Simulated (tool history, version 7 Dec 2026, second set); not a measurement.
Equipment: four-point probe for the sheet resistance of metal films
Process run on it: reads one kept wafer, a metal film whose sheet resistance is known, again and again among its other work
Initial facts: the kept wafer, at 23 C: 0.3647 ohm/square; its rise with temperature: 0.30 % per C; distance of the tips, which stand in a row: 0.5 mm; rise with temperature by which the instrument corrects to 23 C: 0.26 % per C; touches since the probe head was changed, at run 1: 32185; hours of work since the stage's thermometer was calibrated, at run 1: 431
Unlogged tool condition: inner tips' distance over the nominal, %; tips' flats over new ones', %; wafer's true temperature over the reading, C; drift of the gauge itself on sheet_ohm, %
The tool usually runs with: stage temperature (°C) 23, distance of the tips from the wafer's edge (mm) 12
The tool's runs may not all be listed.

run,hour,stage temperature (°C),distance of the tips from the wafer's edge (mm),touches since the probe head was changed,hours of work since the stage's thermometer was calibrated,sheet resistance as the instrument gives it (ohm/square)
1,0.0,23,12,32185,431,0.362513
2,53.8,23,12,33253,464,0.362404
3,120.9,23,12,34586,506,0.362393
4,187.8,19,12,35915,548,0.361647
5,269.2,19,12,37532,598,0.361383
6,372.2,32,12,39577,662,0.363167
7,426.8,32,12,40661,696,0.362931
8,500.6,23,12,42127,742,0.361721
9,558.3,30,12,43272,778,0.362597
10,661.9,23,26,45329,842,0.360998
11,738.2,23,26,46844,889,0.360958
12,830.2,23,26,48672,947,0.360782
13,903.0,19,12,50117,992,0.360255
14,1020.7,31,24,52455,1065,0.361665

Predict the results of run 15:
15,1099.0,31,24,54010,1113,?

Run 15 measured sheet resistance as the instrument gives it (ohm/square) 0.361410.
The same run, on a tool lacking any hidden state, would have yielded sheet resistance as the instrument gives it (ohm/square) 0.365928.
